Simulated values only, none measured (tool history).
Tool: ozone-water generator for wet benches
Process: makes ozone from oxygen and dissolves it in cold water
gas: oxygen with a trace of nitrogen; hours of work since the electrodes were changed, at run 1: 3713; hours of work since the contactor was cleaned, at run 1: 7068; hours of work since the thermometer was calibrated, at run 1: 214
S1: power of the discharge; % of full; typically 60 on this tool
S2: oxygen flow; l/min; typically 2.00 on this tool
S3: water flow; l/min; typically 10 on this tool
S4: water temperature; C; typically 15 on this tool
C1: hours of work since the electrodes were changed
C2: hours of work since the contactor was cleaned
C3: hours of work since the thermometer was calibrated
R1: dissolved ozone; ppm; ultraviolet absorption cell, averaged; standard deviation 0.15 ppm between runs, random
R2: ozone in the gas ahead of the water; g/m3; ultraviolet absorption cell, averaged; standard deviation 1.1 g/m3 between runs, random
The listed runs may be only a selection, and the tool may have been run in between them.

run	day	S1	S2	S3	S4	C1	C2	C3	R1	R2
1	0.000	60	2.00	10	15	3713	7068	214	17.5	193.9
2	3.638	60	2.00	10	15	3787	7141	288	17.2	193.6
3	8.521	60	2.00	10	15	3885	7240	386	17.6	194.7
4	12.338	60	2.00	10	15	3962	7317	463	17.3	196.2
# day 12.779: contactor cleaned
5	17.729	60	2.00	10	15	4068	100	569	16.7	194.2
6	21.208	60	2.00	10	15	4138	170	639	16.5	194.5
7	25.517	62	1.61	10	15	4225	257	726	15.8	218.1
8	28.225	40	1.61	10	15	4280	312	781	11.2	153.3
9	31.717	41	1.61	11	12	4350	382	851	10.8	156.8
10	36.958	41	2.83	14	12	4456	488	957	10.6	127.0
11	40.538	60	2.00	9	15	4528	560	1029	17.5	193.1
12	43.367	61	2.00	10	10	4585	617	1086	17.4	196.7

What if the next run were any one of these 5? Each begins from the tool's condition after run 12:
# day 48.812: contactor cleaned, once more
A	49.433	60	2.00	16	15	4704	12	1205	?	?
# day 48.812: contactor cleaned, once more
B	49.433	61	2.00	12	19	4704	12	1205	?	?
# day 48.812: contactor cleaned, once more
C	49.433	60	1.63	14	23	4704	12	1205	?	?
# day 48.812: contactor cleaned, once more
D	49.433	60	1.80	11	22	4704	12	1205	?	?
# day 48.812: contactor cleaned, once more
E	49.433	62	2.00	10	22	4704	12	1205	?	?

run	R1	R2
A	12.0	192.6
B	15.4	196.1
C	11.8	206.5
D	15.1	199.7
E	17.2	197.7
With no hidden state in the tool, these same runs would have given:
run	R1	R2
A	12.8	202.9
B	16.3	206.8
C	12.5	217.6
D	16.0	210.4
E	18.2	208.6

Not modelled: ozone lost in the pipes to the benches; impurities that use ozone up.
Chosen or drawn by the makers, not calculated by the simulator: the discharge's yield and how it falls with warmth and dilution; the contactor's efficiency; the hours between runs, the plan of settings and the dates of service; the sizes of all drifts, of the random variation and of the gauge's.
